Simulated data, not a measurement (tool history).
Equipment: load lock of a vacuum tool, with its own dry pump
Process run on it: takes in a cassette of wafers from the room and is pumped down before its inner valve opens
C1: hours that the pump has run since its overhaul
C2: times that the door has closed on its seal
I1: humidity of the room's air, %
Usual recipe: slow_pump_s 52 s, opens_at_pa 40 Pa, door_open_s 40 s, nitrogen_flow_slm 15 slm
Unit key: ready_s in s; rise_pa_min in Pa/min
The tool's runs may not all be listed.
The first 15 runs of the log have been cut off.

Run 16, hour 2778.2: usual settings; C1 8708; C2 41822; I1 46.8. Result: ready_s 94.6 s, rise_pa_min 0.412 Pa/min.
Run 17, hour 2995.2: usual settings; C1 8925; C2 42449; I1 43.8. Result: ready_s 94.3 s, rise_pa_min 0.420 Pa/min.
Run 18, hour 3201.0: usual settings but nitrogen_flow_slm 6 slm; C1 9131; C2 43044; I1 40.3. Result: ready_s 94.7 s, rise_pa_min 0.442 Pa/min.
Run 19, hour 3438.3: usual settings but nitrogen_flow_slm 6 slm; C1 9369; C2 43730; I1 44.7. Result: ready_s 94.2 s, rise_pa_min 0.449 Pa/min.
Run 20, hour 3638.1: usual settings but slow_pump_s 65 s, opens_at_pa 67 Pa, door_open_s 163 s, nitrogen_flow_slm 14 slm; C1 9568; C2 44307; I1 47.9. Result: ready_s 102.1 s, rise_pa_min 0.534 Pa/min.
Run 21, hour 3886.9: usual settings but slow_pump_s 43 s, opens_at_pa 32 Pa, door_open_s 163 s, nitrogen_flow_slm 38 slm; C1 9817; C2 45026; I1 44.6. Result: ready_s 88.3 s, rise_pa_min 0.496 Pa/min.
Run 22, hour 4148.7: usual settings but nitrogen_flow_slm 10 slm; C1 10079; C2 45783; I1 44.7. Result: ready_s 94.8 s, rise_pa_min 0.473 Pa/min.
Run 23, hour 4377.2: usual settings but nitrogen_flow_slm 10 slm; C1 10307; C2 46443; I1 42.2. Result: ready_s 94.9 s, rise_pa_min 0.484 Pa/min.
Run 24, hour 4554.1: usual settings but nitrogen_flow_slm 10 slm; C1 10484; C2 46954; I1 45.4. Result: ready_s 94.6 s, rise_pa_min 0.492 Pa/min.
Run 25, hour 4758.2: usual settings but slow_pump_s 32 s, opens_at_pa 74 Pa, door_open_s 82 s, nitrogen_flow_slm 9 slm; C1 10688; C2 47544; I1 42.8. Result: ready_s 73.8 s, rise_pa_min 0.534 Pa/min.
Run 26, hour 5020.4: usual settings but slow_pump_s 32 s, opens_at_pa 74 Pa, door_open_s 82 s, nitrogen_flow_slm 9 slm; C1 10951; C2 48302; I1 42.9. Result: ready_s 74.2 s, rise_pa_min 0.540 Pa/min.
Run 27, hour 5141.8: usual settings but slow_pump_s 32 s, opens_at_pa 65 Pa, door_open_s 82 s, nitrogen_flow_slm 31 slm; C1 11072; C2 48653; I1 45.3. Result: ready_s 74.6 s, rise_pa_min 0.546 Pa/min.
Run 28, hour 5421.6: usual settings but slow_pump_s 32 s, opens_at_pa 65 Pa, door_open_s 82 s, nitrogen_flow_slm 31 slm; C1 11352; C2 49462; I1 44.8. Result: ready_s 75.4 s, rise_pa_min 0.542 Pa/min.
Run 29, hour 5550.3: usual settings but slow_pump_s 76 s, opens_at_pa 37 Pa, nitrogen_flow_slm 31 slm; C1 11480; C2 49834; I1 50.5. Result: ready_s 115.8 s, rise_pa_min 0.524 Pa/min.
Run 30, hour 5826.9: usual settings but slow_pump_s 76 s, opens_at_pa 37 Pa, door_open_s 27 s, nitrogen_flow_slm 31 slm; C1 11757; C2 50633; I1 41.9. Result: ready_s 115.9 s, rise_pa_min 0.521 Pa/min.

Forecast run 31:
Run 31, hour 6077.8: usual settings but slow_pump_s 34 s, opens_at_pa 39 Pa, door_open_s 27 s, nitrogen_flow_slm 31 slm; C1 12008; C2 51359; I1 43.9. Result: ready_s ?, rise_pa_min ?.

ready_s: 80.4 s
rise_pa_min: 0.531 Pa/min
Take away the tool's hidden state, keep the run-to-run variation as it was, and the same run would have given ready_s 76.9 s, rise_pa_min 0.028 Pa/min.

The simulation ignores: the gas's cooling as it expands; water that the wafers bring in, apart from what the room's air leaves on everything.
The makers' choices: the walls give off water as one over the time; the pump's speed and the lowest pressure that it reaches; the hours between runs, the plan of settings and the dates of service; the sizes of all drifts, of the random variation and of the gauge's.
